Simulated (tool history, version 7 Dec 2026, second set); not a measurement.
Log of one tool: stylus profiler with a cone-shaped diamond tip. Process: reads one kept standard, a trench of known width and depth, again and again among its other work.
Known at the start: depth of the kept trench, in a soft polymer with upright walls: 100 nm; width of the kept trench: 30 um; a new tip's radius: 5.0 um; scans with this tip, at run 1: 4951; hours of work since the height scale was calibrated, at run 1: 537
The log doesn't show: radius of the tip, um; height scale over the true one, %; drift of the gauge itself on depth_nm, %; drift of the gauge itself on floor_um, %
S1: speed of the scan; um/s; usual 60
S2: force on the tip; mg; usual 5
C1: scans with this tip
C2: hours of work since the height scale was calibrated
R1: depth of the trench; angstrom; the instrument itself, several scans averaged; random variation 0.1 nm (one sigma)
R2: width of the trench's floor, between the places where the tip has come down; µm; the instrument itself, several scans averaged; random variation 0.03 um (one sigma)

run    hour   S1    S2     C1    C2      R1     R2
  1       0   60     5   4951   537  1019.9  27.47
  2    96.6   60     5   5645   612  1018.5  27.46
  3   192.4   60     5   6332   686  1016.9  27.45
  4   263.2   60  6.18   6840   741  1022.6   27.4
  5   363.6   23  6.18   7561   819  1020.4  27.48
  6   429.7   60  4.94   8036   871  1017.9  27.33
  7   526.3   60  4.94   8730   946  1018.9  27.33
  8   615.7   60  4.94   9371  1015  1018.2  27.24
  9   702.2  145     5   9992  1083  1018.1  26.92
 10   821.7   60   7.8  10850  1176    1026  27.26
 11   937.2   60   7.8  11679  1265  1024.1  27.15
 12  1080.1   60   7.8  12704  1377  1021.8  27.17
 13  1198.2   60  9.83  13552  1468    1029   27.1
 14    1258   60  9.83  13982  1515  1027.6  27.14
 15  1329.1   21  8.47  14492  1570  1024.4  27.18
 16    1443   21  8.47  15309  1659  1024.5  27.12
 17  1549.1   21  8.47  16071  1741  1025.1  27.09
 18  1675.8   21  3.75  16980  1840  1009.5  27.05
 19  1744.2   44   9.8  17471  1893  1026.2  26.99
 20  1855.8   21  2.84  18272  1980  1006.7     27
 21  1955.1   24  4.96  18985  2057  1012.2  26.94
 22  2061.4   60     2  19748  2140    1001  26.67
     2082.9  -- height scale calibrated on a step standard
 23  2138.7   60     2  20300    43  1011.2  26.64
 24  2227.7   60  4.95  20938   113  1022.4  26.74
 25  2324.7  192  3.76  21634   188  1018.7  26.17
 26  2463.4   28  2.11  22630   296    1011  26.75
 27  2605.6   28  2.11  23651   407  1012.5  26.66

Forecast each of these 5 alternatives for the next run:
  A  2715.4   43  12.18  24439  492   ?   ?
  B  2715.4   60  11.84  24439  492   ?   ?
  C  2715.4   96   3.08  24439  492   ?   ?
  D  2715.4   51   8.59  24439  492   ?   ?
  E  2715.4  230   4.83  24439  492   ?   ?

run      R1     R2
  A    1038  26.64
  B  1037.5  26.67
  C  1014.2  26.34
  D  1029.7  26.68
  E  1018.8  25.93
Without the tool's hidden state the same runs would have given:
run      R1     R2
  A  1040.2  27.85
  B  1039.7  27.89
  C  1016.3  27.55
  D  1031.9  27.89
  E    1021  27.14
